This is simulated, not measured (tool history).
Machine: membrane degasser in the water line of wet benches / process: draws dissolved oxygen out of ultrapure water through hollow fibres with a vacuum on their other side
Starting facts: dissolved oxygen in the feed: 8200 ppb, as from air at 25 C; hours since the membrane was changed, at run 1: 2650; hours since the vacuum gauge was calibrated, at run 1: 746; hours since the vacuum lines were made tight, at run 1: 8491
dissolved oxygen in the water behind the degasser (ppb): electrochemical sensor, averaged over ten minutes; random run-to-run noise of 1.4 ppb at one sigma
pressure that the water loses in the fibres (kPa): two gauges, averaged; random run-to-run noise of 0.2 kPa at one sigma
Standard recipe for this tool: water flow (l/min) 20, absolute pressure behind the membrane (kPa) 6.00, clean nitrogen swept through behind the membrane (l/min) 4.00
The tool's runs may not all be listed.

| run | hour | water flow (l/min) | absolute pressure behind the membrane (kPa) | clean nitrogen swept through behind the membrane (l/min) | hours since the membrane was changed | hours since the vacuum gauge was calibrated | hours since the vacuum lines were made tight | dissolved oxygen in the water behind the degasser (ppb) | pressure that the water loses in the fibres (kPa) |
|---|---|---|---|---|---|---|---|---|---|
| 1 | 0.0 | 20 | 6.00 | 4.00 | 2650 | 746 | 8491 | 151.0 | 45.00 |
| 2 | 73.0 | 20 | 6.00 | 4.00 | 2723 | 819 | 8564 | 154.0 | 44.67 |
| 3 | 133.6 | 20 | 6.00 | 1.73 | 2784 | 880 | 8625 | 193.1 | 44.74 |
| 4 | 211.6 | 20 | 6.00 | 1.73 | 2862 | 958 | 8703 | 193.0 | 44.81 |
| 5 | 285.9 | 20 | 6.00 | 1.73 | 2936 | 1032 | 8777 | 196.7 | 45.42 |
| 6 | 365.9 | 20 | 6.20 | 1.73 | 3016 | 1112 | 8857 | 200.3 | 45.44 |
| 7 | 440.4 | 20 | 6.20 | 1.73 | 3091 | 1186 | 8932 | 203.2 | 45.05 |
| 8 | 478.1 | 20 | 6.20 | 1.73 | 3128 | 1224 | 8969 | 202.5 | 45.01 |
| 9 | 515.9 | 20 | 6.00 | 4.00 | 3166 | 1262 | 9007 | 150.5 | 45.05 |
| 10 | 554.5 | 20 | 6.00 | 4.00 | 3205 | 1300 | 9046 | 155.8 | 45.65 |
|  | 584.0 | seals of the vacuum lines changed |
| 11 | 611.2 | 20 | 6.00 | 4.00 | 3260 | 1355 | 27 | 154.1 | 45.20 |
| 12 | 656.9 | 20 | 6.00 | 3.93 | 3305 | 1401 | 73 | 155.4 | 45.09 |
| 13 | 718.6 | 20 | 6.00 | 3.93 | 3367 | 1463 | 135 | 156.5 | 45.25 |
| 14 | 760.1 | 20 | 4.68 | 3.93 | 3408 | 1504 | 176 | 139.4 | 45.26 |
| 15 | 803.6 | 20 | 4.68 | 3.93 | 3452 | 1548 | 220 | 139.7 | 45.12 |
| 16 | 858.9 | 20 | 4.68 | 3.93 | 3507 | 1603 | 275 | 137.5 | 45.20 |
| 17 | 902.9 | 13 | 8.49 | 6.09 | 3551 | 1647 | 319 | 78.1 | 29.17 |
| 18 | 966.4 | 20 | 7.51 | 4.00 | 3615 | 1710 | 382 | 173.2 | 45.50 |
| 19 | 1011.0 | 20 | 7.51 | 4.00 | 3659 | 1755 | 427 | 169.9 | 45.31 |
| 20 | 1088.6 | 28 | 10.12 | 8.91 | 3737 | 1833 | 505 | 265.9 | 63.61 |
| 21 | 1159.3 | 29 | 10.12 | 4.62 | 3808 | 1903 | 575 | 329.2 | 65.85 |
| 22 | 1208.2 | 15 | 10.12 | 4.12 | 3857 | 1952 | 624 | 131.4 | 34.18 |
| 23 | 1244.7 | 31 | 10.26 | 4.14 | 3893 | 1989 | 661 | 375.6 | 70.00 |
| 24 | 1305.8 | 12 | 9.88 | 11.82 | 3954 | 2050 | 722 | 59.7 | 27.42 |
| 25 | 1339.2 | 13 | 5.95 | 11.82 | 3988 | 2083 | 755 | 60.1 | 29.53 |
| 26 | 1383.1 | 13 | 6.83 | 4.04 | 4032 | 2127 | 799 | 82.2 | 29.33 |
| 27 | 1435.2 | 20 | 10.37 | 4.00 | 4084 | 2179 | 851 | 209.4 | 45.35 |
| 28 | 1480.2 | 20 | 10.37 | 4.00 | 4129 | 2224 | 896 | 210.9 | 45.29 |
| 29 | 1532.6 | 20 | 10.37 | 4.00 | 4181 | 2277 | 949 | 211.1 | 45.38 |
| 30 | 1614.9 | 22 | 5.66 | 3.79 | 4263 | 2359 | 1031 | 179.5 | 50.26 |
| 31 | 1669.0 | 22 | 5.66 | 3.79 | 4317 | 2413 | 1085 | 180.6 | 50.14 |
| 32 | 1725.5 | 22 | 5.66 | 3.79 | 4374 | 2470 | 1141 | 180.6 | 50.16 |

Per-run results on a tool with no hidden state, each run keeping its own random variation:
The hidden state here: membrane still open, %; true pressure behind the membrane over the reading, kPa; air that leaks in behind the membrane, l/min; drift of the gauge itself on oxygen_ppb, %; drift of the gauge itself on loss_of_pressure_kpa, %.
| run | dissolved oxygen in the water behind the degasser (ppb) | pressure that the water loses in the fibres (kPa) |
|---|---|---|
| 1 | 139.6 | 44.04 |
| 2 | 142.1 | 43.67 |
| 3 | 180.2 | 43.73 |
| 4 | 179.8 | 43.77 |
| 5 | 182.9 | 44.34 |
| 6 | 186.1 | 44.34 |
| 7 | 188.4 | 43.93 |
| 8 | 187.6 | 43.87 |
| 9 | 137.1 | 43.90 |
| 10 | 141.7 | 44.48 |
| 11 | 140.9 | 44.01 |
| 12 | 142.0 | 43.89 |
| 13 | 142.8 | 44.03 |
| 14 | 125.5 | 44.03 |
| 15 | 125.6 | 43.87 |
| 16 | 123.4 | 43.94 |
| 17 | 70.9 | 28.34 |
| 18 | 158.4 | 44.18 |
| 19 | 155.2 | 43.98 |
| 20 | 243.0 | 61.71 |
| 21 | 304.5 | 63.84 |
| 22 | 120.9 | 33.12 |
| 23 | 348.3 | 67.82 |
| 24 | 52.7 | 26.56 |
| 25 | 51.9 | 28.59 |
| 26 | 73.4 | 28.38 |
| 27 | 192.4 | 43.86 |
| 28 | 193.5 | 43.80 |
| 29 | 193.5 | 43.86 |
| 30 | 159.4 | 48.56 |
| 31 | 160.1 | 48.41 |
| 32 | 159.8 | 48.41 |
